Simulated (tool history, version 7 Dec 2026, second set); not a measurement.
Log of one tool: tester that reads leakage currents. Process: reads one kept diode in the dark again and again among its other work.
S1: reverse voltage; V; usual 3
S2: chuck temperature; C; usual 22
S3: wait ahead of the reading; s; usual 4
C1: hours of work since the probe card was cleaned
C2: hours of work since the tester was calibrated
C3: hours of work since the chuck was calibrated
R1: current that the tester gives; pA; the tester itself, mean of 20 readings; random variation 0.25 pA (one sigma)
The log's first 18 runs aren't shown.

run	day	S1	S2	S3	C1	C2	C3	R1
19	35.717	3	22	4	1197	629	2469	87.44
# day 37.754: chuck's temperature calibrated
20	38.312	3	22	4	1238	670	9	84.11
21	40.746	3	22	4	1278	710	49	83.57
22	42.679	3.18	22	6.07	1310	742	81	85.73
23	45.371	3.18	22	6.07	1354	786	125	85.63
24	47.279	3.18	22	6.07	1385	817	156	85.7
25	49.679	1.11	29	0.51	1424	857	195	100.89
26	51.917	1.11	29	0.51	1461	893	232	101
27	54.958	1.11	29	1.61	1511	943	282	100.83
28	57.962	6.02	21	3.6	1560	992	331	100.89
29	59.979	2.86	22	0.3	1593	1025	364	85.71
30	62.283	2.86	22	0.3	1631	1063	402	86.02
31	64.542	14.18	56	0.66	1668	1100	439	1319.9
32	66.071	4.21	39	0.84	1693	1125	464	306.94
33	68.183	4.21	39	0.84	1727	1160	498	307.24
34	70.017	4.21	39	0.84	1757	1190	528	307.98
35	72.288	1.36	22	1.93	1795	1227	566	65.42
36	73.888	2.91	22	8.61	1821	1253	592	84.66
37	76.171	2.51	36	5.14	1858	1290	629	212.04
38	78.846	3	28	4	1902	1334	673	130.7
39	81.167	3	22	3.31	1940	1372	711	85.9
40	83.75	3	22	1.28	1982	1415	753	86.06

Forecast each of these 4 alternatives for the next run:
A	85.538	3	22	0.9	2012	1444	783	?
B	85.538	12.98	46	7.81	2012	1444	783	?
C	85.538	15.49	40	1.28	2012	1444	783	?
D	85.538	3	22	5.02	2012	1444	783	?

run	R1
A	86.63
B	693.93
C	508.04
D	85.7
Without the tool's hidden state the same runs would have given:
run	R1
A	82.33
B	675.69
C	486.65
D	81.41
